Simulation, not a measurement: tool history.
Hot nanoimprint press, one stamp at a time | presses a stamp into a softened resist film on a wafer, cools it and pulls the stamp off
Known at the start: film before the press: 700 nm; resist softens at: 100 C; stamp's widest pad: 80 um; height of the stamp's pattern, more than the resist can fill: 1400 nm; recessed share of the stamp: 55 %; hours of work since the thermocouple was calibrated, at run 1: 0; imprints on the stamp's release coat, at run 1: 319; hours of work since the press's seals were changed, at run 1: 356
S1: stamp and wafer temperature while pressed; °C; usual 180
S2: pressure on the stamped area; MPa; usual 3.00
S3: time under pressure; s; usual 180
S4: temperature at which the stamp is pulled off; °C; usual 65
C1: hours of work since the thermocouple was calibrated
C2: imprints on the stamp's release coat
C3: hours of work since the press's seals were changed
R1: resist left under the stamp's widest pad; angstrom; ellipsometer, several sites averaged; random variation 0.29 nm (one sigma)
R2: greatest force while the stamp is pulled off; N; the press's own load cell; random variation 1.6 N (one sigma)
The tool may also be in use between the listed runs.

run 1 hour=0.0 | S1=180 S2=3.00 S3=180 S4=65 | C1=0 C2=319 C3=356 | R1=3493 R2=103
run 2 hour=25.7 | S1=180 S2=3.00 S3=180 S4=65 | C1=16 C2=384 C3=372 | R1=3497 R2=107
run 3 hour=44.9 | S1=180 S2=3.00 S3=180 S4=65 | C1=28 C2=433 C3=384 | R1=3493 R2=106
run 4 hour=68.6 | S1=180 S2=3.00 S3=327 S4=65 | C1=42 C2=492 C3=399 | R1=2753 R2=102
run 5 hour=79.5 | S1=180 S2=3.00 S3=327 S4=65 | C1=49 C2=520 C3=405 | R1=2751 R2=105
run 6 hour=97.9 | S1=190 S2=3.00 S3=180 S4=65 | C1=60 C2=567 C3=417 | R1=2579 R2=104
run 7 hour=123.1 | S1=192 S2=3.00 S3=180 S4=65 | C1=76 C2=631 C3=432 | R1=2429 R2=106
run 8 hour=134.1 | S1=180 S2=3.00 S3=174 S4=65 | C1=83 C2=658 C3=439 | R1=3530 R2=106
run 9 hour=155.2 | S1=180 S2=3.00 S3=174 S4=69 | C1=96 C2=712 C3=452 | R1=3536 R2=104
run 10 hour=175.4 | S1=180 S2=1.87 S3=174 S4=69 | C1=108 C2=763 C3=465 | R1=4177 R2=104
run 11 hour=193.4 | S1=170 S2=3.00 S3=128 S4=65 | C1=119 C2=808 C3=476 | R1=5047 R2=105
run 12 hour=211.0 | S1=171 S2=4.19 S3=223 S4=65 | C1=130 C2=853 C3=487 | R1=3755 R2=105
run 13 hour=228.9 | S1=192 S2=4.19 S3=278 S4=60 | C1=141 C2=898 C3=498 | R1=1713 R2=110
run 14 hour=240.7 | S1=180 S2=2.38 S3=162 S4=65 | C1=149 C2=928 C3=505 | R1=3944 R2=107
run 15 hour=252.7 | S1=184 S2=2.62 S3=162 S4=52 | C1=156 C2=958 C3=512 | R1=3405 R2=113
run 16 hour=274.8 | S1=184 S2=2.62 S3=162 S4=52 | C1=170 C2=1014 C3=526 | R1=3406 R2=115
run 17 hour=296.6 | S1=190 S2=3.00 S3=212 S4=65 | C1=183 C2=1069 C3=539 | R1=2403 R2=108

The next listed run, before its measurement:
run 18 hour=312.3 | S1=190 S2=3.00 S3=212 S4=65 | C1=193 C2=1109 C3=549 | R1=? R2=?

R1: 2406 angstrom
R2: 108 N
Without the tool's hidden state the same run would have given R1 2405 angstrom, R2 107 N.

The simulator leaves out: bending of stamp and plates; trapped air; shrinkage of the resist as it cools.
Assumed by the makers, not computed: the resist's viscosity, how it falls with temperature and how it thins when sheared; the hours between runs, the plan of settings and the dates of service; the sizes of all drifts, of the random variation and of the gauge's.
